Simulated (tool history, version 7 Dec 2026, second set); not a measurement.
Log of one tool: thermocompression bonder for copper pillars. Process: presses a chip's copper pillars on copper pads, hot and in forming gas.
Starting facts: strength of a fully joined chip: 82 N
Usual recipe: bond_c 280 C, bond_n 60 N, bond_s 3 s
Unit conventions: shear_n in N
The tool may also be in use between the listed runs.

run   hour  bond_c  bond_n  bond_s  shear_n
  1      0     280      60       3     26.9
  2    8.6     280      60       3     27.3
  3   17.8     280      39       3     20.6
  4   27.8     280      82       3     32.8
  5   32.4     280      82       3     33.4
  6   41.7     280      82       3       32
  7   52.2     280      59       3     26.9
  8   58.9     280      59       3     25.6
  9   69.8     280      59       3       26
 10   76.6     280      59       3     26.6
 11   82.5     280      59       3     26.3
 12   88.3     280      59       3     26.4
      91.1  -- heater calibrated with a thermocouple chip
 13   99.8     280      60       3     25.2
 14  105.8     280      60       3     24.4
 15  113.2     292      60       3     30.7
 16  119.4     292      60       3     29.7
 17  126.9     292      60       3     31.2
 18  136.7     280      44       3     20.3
 19  142.2     280      60       5     30.4
     149.3  -- heater calibrated with a thermocouple chip, once more
 20  151.5     280      60       5     34.8
 21  156.2     280      44       5     28.2
 22  162.4     292      71       7       50
 23  167.3     292      71       7     50.5
 24  174.9     295      60       3     35.8
     183.7  -- forming gas filter changed
 25  185.6     264      65       2     19.3
 26  194.1     264      65       2       19
 27  198.6     264      65       2     19.7
 28  207.6     309      45       3     39.4
 29  214.3     309      45       3     38.5
 30  223.9     309      45       3     38.2
 31    229     268      60       3     23.7
 32  233.8     269      65       3     24.4
 33  244.9     253      64       5     22.7
 34  255.7     289      66       3     35.5
 35    263     301      59       3     39.4
 36    272     262      37       3     14.6
 37  277.9     265      60       2     17.5
 38    284     292      50       2     27.1
 39  291.6     280      40       2     17.8

The same runs without the tool's hidden state, with the same run-to-run variation:
Hidden state at play: true temperature of the bond over the reading, C; force that reaches the chip, % of what is set; oxide that the forming gas leaves, % of the face; drift of the gauge itself on shear_n, %.
run  shear_n
  1     29.3
  2     29.7
  3     22.6
  4     35.9
  5     36.5
  6     35.2
  7     29.8
  8     28.6
  9     29.1
 10     29.7
 11     29.5
 12     29.7
 13     29.2
 14     28.5
 15     35.3
 16     34.4
 17     36.1
 18     23.9
 19     35.6
 20     35.9
 21     29.1
 22       52
 23     52.5
 24     37.2
 25     19.1
 26     18.9
 27     19.6
 28     39.4
 29     38.6
 30     38.4
 31     23.9
 32     24.7
 33     23.1
 34     36.2
 35     40.2
 36       15
 37       18
 38     27.9
 39     18.4
